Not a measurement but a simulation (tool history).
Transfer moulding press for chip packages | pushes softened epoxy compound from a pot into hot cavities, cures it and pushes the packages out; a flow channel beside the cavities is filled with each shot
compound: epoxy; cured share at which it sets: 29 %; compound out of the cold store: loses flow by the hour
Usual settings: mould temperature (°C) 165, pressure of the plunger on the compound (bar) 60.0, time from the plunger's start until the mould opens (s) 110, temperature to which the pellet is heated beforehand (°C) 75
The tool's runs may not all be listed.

run,hour,mould temperature (°C),pressure of the plunger on the compound (bar),time from the plunger's start until the mould opens (s),temperature to which the pellet is heated beforehand (°C),incoming compound's hours out of the cold store,length that the compound runs in the flow channel (mm),greatest force on the pins that push the packages out (N)
1,0.0,165,60.0,110,75,28.2,719,312
2,45.2,165,60.0,110,75,29.0,712,365
# hour 60.4: plunger's sealing rings changed
# hour 66.4: cavities cleaned with cleaning compound and waxed
# hour 91.8: mould's thermocouples calibrated
3,101.6,165,60.0,110,75,44.8,725,331
4,146.0,165,51.4,110,75,29.2,711,389
# hour 152.4: cavities cleaned with cleaning compound and waxed
5,200.1,171,60.0,110,75,43.7,703,323
# hour 235.8: cavities cleaned with cleaning compound and waxed
6,266.0,171,60.0,110,75,35.3,710,315
# hour 321.0: cavities cleaned with cleaning compound and waxed
7,336.1,172,60.0,110,75,45.8,672,255
8,395.7,165,60.0,110,75,17.6,751,393
# hour 406.3: cavities cleaned with cleaning compound and waxed
9,461.8,165,60.0,110,75,34.9,698,353
# hour 489.1: cavities cleaned with cleaning compound and waxed
# hour 495.6: plunger's sealing rings changed
10,529.5,165,60.0,110,75,13.3,812,344
# hour 575.0: cavities cleaned with cleaning compound and waxed
11,592.2,165,60.0,110,75,45.3,714,298
12,627.7,165,60.0,142,75,12.2,791,323
# hour 658.0: cavities cleaned with cleaning compound and waxed
13,687.8,165,48.8,142,75,25.5,675,297
14,716.5,165,60.0,142,75,27.5,732,335
# hour 744.0: cavities cleaned with cleaning compound and waxed
15,782.0,165,60.0,142,75,46.1,687,302

Run 16 comes next. What will it give?
16,823.5,165,60.0,142,75,42.4,?,?

length that the compound runs in the flow channel (mm): 687
greatest force on the pins that push the packages out (N): 352
Without the tool's hidden state the same run would have given length that the compound runs in the flow channel (mm) 737, greatest force on the pins that push the packages out (N) 216.

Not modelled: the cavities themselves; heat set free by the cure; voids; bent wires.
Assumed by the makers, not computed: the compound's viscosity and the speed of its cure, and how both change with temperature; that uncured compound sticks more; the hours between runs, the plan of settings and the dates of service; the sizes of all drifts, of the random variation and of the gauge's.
